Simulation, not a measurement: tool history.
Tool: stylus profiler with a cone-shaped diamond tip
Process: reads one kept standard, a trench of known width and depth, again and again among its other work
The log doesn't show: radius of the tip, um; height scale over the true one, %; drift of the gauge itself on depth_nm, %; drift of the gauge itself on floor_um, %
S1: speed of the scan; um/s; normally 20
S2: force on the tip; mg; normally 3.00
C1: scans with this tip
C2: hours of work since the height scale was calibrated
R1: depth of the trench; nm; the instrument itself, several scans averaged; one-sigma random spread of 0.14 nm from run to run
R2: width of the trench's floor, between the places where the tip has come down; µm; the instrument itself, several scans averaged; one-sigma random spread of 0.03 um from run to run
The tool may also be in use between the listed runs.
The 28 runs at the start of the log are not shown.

run,hour,S1,S2,C1,C2,R1,R2
29,2852.2,46,3.14,32364,80,505.89,95.51
30,2911.0,44,2.73,32901,117,505.29,95.43
31,3031.3,44,2.73,34000,193,505.86,95.40
32,3107.2,47,3.66,34693,242,506.80,95.34
# hour 3132.6: new tip fitted, height scale calibrated
33,3170.2,50,1.36,343,24,503.20,97.07
34,3274.6,50,1.36,1296,90,503.26,96.98
35,3380.7,14,1.39,2266,157,503.29,97.10
36,3490.7,45,7.91,3270,227,510.86,97.03
37,3623.5,11,1.66,4482,311,503.82,96.94
38,3693.3,17,1.58,5119,355,503.89,96.91
39,3828.1,20,4.21,6350,440,507.72,96.88
40,3965.4,65,8.36,7603,527,511.31,96.69
41,4033.5,7,4.52,8225,570,508.08,96.75
42,4090.1,12,3.00,8742,606,506.06,96.72
43,4212.1,15,2.44,9855,683,505.37,96.63

Here are 4 independent what-if runs from the current tool condition. What would each one return?
A,4299.9,31,4.77,10657,738,?,?
B,4299.9,13,2.44,10657,738,?,?
C,4299.9,60,4.18,10657,738,?,?
D,4299.9,7,7.76,10657,738,?,?

run,R1,R2
A,508.23,96.53
B,505.69,96.57
C,507.64,96.48
D,511.38,96.65
Without the tool's hidden state the same runs would have given:
run,R1,R2
A,507.45,97.22
B,504.91,97.27
C,506.86,97.17
D,510.59,97.34
